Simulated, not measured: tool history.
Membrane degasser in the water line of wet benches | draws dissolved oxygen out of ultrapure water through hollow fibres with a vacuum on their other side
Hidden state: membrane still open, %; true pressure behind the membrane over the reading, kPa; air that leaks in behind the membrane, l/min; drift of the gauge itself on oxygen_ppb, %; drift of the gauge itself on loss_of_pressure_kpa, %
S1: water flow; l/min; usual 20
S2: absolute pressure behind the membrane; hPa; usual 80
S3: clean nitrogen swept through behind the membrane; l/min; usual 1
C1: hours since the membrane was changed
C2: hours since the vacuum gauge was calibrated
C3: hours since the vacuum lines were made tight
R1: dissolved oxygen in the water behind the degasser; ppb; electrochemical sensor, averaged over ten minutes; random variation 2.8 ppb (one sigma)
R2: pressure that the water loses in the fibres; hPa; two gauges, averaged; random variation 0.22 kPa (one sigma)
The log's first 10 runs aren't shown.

run,day,S1,S2,S3,C1,C2,C3,R1,R2
11,60.296,20,80,1,4917,6585,4103,277.4,515.7
12,66.017,15,80,1,5055,6723,4240,204.1,390.3
# day 69.388: vacuum gauge calibrated
13,73.988,15,80,1,5246,110,4431,204.3,386.2
14,77.525,15,80,1,5330,195,4516,202.8,386.8
15,81.662,15,80,1,5430,295,4615,202.1,387.7
16,89.738,15,124.2,1,5624,488,4809,352.8,383.1
17,94.175,20,131.7,1,5730,595,4915,482.4,518.4
18,102.246,20,131.7,1,5924,789,5109,482.6,513.1
19,108.275,17,115.5,1,6068,933,5254,357.5,436.1
20,116.571,28,158.8,0.78,6268,1132,5453,940,721.4
# day 121.062: gauge calibrated
21,121.621,28,158.8,0.78,6389,1254,5574,949.5,731.7
22,125.762,15,158.8,0.48,6488,1353,5673,806,391.4
23,133.383,12,90.2,0.41,6671,1536,5856,367,312.6
24,141.479,14,129.1,1.62,6865,1730,6051,228.9,368.5
25,149.596,14,129.1,1.62,7060,1925,6245,231.1,363.5
26,153.696,21,155.2,1.77,7158,2023,6344,394.6,544
27,162.117,14,155.2,0.65,7361,2225,6546,593.2,364
28,170.538,14,155.2,0.65,7563,2428,6748,583,363.7
29,178.662,20,82.8,1.83,7758,2623,6943,198.3,514.6
30,183.171,31,60.3,1.52,7866,2731,7051,254.6,796.1
31,188.775,31,60.3,1.52,8000,2865,7186,251.3,806
32,195.258,20,168.8,2.87,8156,3021,7341,294.2,515.1

Forecast each of these 4 alternatives for the next run:
# day 202.292: seals of the vacuum lines changed
A,203.604,18,136.3,2.87,8354,3219,31,?,?
# day 202.292: seals of the vacuum lines changed
B,203.604,28,168.8,2.87,8354,3219,31,?,?
# day 202.292: seals of the vacuum lines changed
C,203.604,18,168.8,1.27,8354,3219,31,?,?
# day 202.292: seals of the vacuum lines changed
D,203.604,22,159.8,2.87,8354,3219,31,?,?

run,R1,R2
A,216,464.2
B,405.5,721.1
C,482.2,463.3
D,303.8,567.9
Without the tool's hidden state the same runs would have given:
run,R1,R2
A,215.8,471.4
B,405.4,732.2
C,482.1,470.5
D,303.6,576.7

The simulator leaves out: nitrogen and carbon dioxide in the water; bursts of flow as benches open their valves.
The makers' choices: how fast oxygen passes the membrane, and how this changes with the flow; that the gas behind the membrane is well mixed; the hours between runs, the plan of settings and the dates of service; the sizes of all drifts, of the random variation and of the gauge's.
